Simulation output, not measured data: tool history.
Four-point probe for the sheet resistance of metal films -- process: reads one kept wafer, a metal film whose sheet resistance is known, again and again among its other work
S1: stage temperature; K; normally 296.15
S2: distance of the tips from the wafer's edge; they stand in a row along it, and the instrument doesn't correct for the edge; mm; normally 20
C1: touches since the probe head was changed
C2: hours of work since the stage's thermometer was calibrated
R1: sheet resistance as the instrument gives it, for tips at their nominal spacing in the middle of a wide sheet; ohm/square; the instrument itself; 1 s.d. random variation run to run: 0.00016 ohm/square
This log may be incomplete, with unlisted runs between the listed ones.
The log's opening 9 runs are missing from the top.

run 10 hour=224.1 | S1=296.15 S2=18 | C1=41988 C2=1576 | R1=0.784575
run 11 hour=241.6 | S1=296.15 S2=18 | C1=42527 C2=1586 | R1=0.784943
run 12 hour=256.5 | S1=296.15 S2=18 | C1=42986 C2=1595 | R1=0.784558
run 13 hour=284.2 | S1=296.15 S2=18 | C1=43840 C2=1612 | R1=0.785005
run 14 hour=298.4 | S1=296.15 S2=18 | C1=44275 C2=1620 | R1=0.785142
run 15 hour=312.3 | S1=296.15 S2=18 | C1=44704 C2=1629 | R1=0.784722
run 16 hour=342.8 | S1=296.15 S2=20 | C1=45644 C2=1647 | R1=0.785182
run 17 hour=367.1 | S1=296.15 S2=20 | C1=46393 C2=1661 | R1=0.785053
run 18 hour=396.2 | S1=293.15 S2=20 | C1=47289 C2=1679 | R1=0.783656
run 19 hour=414.8 | S1=302.15 S2=49 | C1=47862 C2=1690 | R1=0.787548
run 20 hour=438.4 | S1=301.15 S2=3 | C1=48589 C2=1704 | R1=0.798677
run 21 hour=461.0 | S1=301.15 S2=3 | C1=49284 C2=1718 | R1=0.798732
run 22 hour=483.9 | S1=301.15 S2=4 | C1=49990 C2=1732 | R1=0.793765
run 23 hour=505.3 | S1=305.15 S2=4 | C1=50649 C2=1744 | R1=0.795580
run 24 hour=524.0 | S1=292.15 S2=4 | C1=51224 C2=1756 | R1=0.789772
run 25 hour=545.0 | S1=292.15 S2=4 | C1=51871 C2=1768 | R1=0.789993
run 26 hour=571.6 | S1=303.15 S2=3 | C1=52691 C2=1784 | R1=0.799668
run 27 hour=602.0 | S1=296.15 S2=5 | C1=53628 C2=1802 | R1=0.789473
run 28 hour=616.3 | S1=304.15 S2=15 | C1=54067 C2=1811 | R1=0.789169
run 29 hour=630.7 | S1=301.15 S2=18 | C1=54510 C2=1820 | R1=0.787707
run 30 hour=659.6 | S1=301.15 S2=43 | C1=55402 C2=1837 | R1=0.787291
run 31 hour=675.5 | S1=299.15 S2=15 | C1=55892 C2=1847 | R1=0.787384
run 32 hour=698.6 | S1=299.15 S2=15 | C1=56603 C2=1860 | R1=0.787335
run 33 hour=725.0 | S1=296.15 S2=16 | C1=57416 C2=1876 | R1=0.786079
run 34 hour=742.6 | S1=296.15 S2=16 | C1=57959 C2=1887 | R1=0.786196

Each row is a separate what-if for the run after 34, all from the same tool condition, not one after another. Results?
run A hour=773.3 | S1=307.15 S2=48 | C1=58903 C2=1905 | R1=?
run B hour=773.3 | S1=297.15 S2=4 | C1=58903 C2=1905 | R1=?
run C hour=773.3 | S1=301.15 S2=51 | C1=58903 C2=1905 | R1=?

run=A R1=0.790089
run=B R1=0.792721
run=C R1=0.787550
With no hidden state in the tool, these same runs would have given:
run=A R1=0.789113
run=B R1=0.791656
run=C R1=0.786527

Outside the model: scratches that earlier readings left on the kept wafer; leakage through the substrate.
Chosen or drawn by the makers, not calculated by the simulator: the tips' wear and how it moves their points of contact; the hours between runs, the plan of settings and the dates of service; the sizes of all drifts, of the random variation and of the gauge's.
